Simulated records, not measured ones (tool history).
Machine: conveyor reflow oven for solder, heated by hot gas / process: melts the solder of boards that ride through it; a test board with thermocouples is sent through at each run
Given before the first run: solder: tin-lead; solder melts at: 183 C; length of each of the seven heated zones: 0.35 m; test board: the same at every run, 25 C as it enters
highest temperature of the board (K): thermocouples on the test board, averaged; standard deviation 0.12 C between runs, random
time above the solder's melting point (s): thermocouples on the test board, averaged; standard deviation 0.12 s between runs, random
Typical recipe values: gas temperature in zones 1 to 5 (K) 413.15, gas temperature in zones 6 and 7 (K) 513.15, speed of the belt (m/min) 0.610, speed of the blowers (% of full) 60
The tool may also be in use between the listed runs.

| run | hour | gas temperature in zones 1 to 5 (K) | gas temperature in zones 6 and 7 (K) | speed of the belt (m/min) | speed of the blowers (% of full) | highest temperature of the board (K) | time above the solder's melting point (s) |
|---|---|---|---|---|---|---|---|
| 1 | 0.0 | 413.15 | 513.15 | 0.610 | 60 | 492.05 | 52.7 |
| 2 | 30.9 | 413.15 | 513.15 | 0.610 | 60 | 491.55 | 52.7 |
| 3 | 49.3 | 413.15 | 513.15 | 0.610 | 60 | 491.85 | 52.8 |
| 4 | 66.9 | 413.15 | 513.15 | 0.610 | 60 | 491.65 | 52.8 |
| 5 | 81.7 | 413.15 | 513.15 | 0.610 | 60 | 491.55 | 52.6 |
| 6 | 102.2 | 413.15 | 513.15 | 0.610 | 60 | 491.55 | 52.4 |
| 7 | 131.8 | 413.15 | 513.15 | 0.610 | 60 | 491.55 | 52.6 |
| 8 | 163.5 | 413.15 | 513.15 | 0.610 | 60 | 491.45 | 52.6 |
|  | 176.8 | flux residue cleaned out of gas plates and filters |
| 9 | 194.6 | 413.15 | 513.15 | 0.610 | 60 | 494.25 | 54.8 |
| 10 | 226.5 | 413.15 | 513.15 | 0.610 | 60 | 494.05 | 54.6 |
| 11 | 244.0 | 413.15 | 513.15 | 0.610 | 60 | 494.05 | 54.6 |
| 12 | 273.8 | 413.15 | 522.15 | 0.610 | 60 | 501.55 | 59.2 |
| 13 | 288.5 | 424.15 | 513.15 | 0.610 | 60 | 496.35 | 60.1 |
| 14 | 314.6 | 413.15 | 513.15 | 0.610 | 72 | 497.45 | 56.8 |
| 15 | 336.7 | 413.15 | 513.15 | 0.607 | 60 | 494.15 | 54.9 |
| 16 | 350.2 | 404.15 | 526.15 | 0.607 | 60 | 502.95 | 57.7 |
| 17 | 365.0 | 404.15 | 526.15 | 0.607 | 60 | 502.95 | 57.8 |

What will run 18 give?
| 18 | 378.3 | 413.15 | 513.15 | 0.695 | 88 | ? | ? |

Logged for run 18: highest temperature of the board (K) 496.05, time above the solder's melting point (s) 49.2.
Without the tool's hidden state the same run would have given highest temperature of the board (K) 494.85, time above the solder's melting point (s) 48.0.
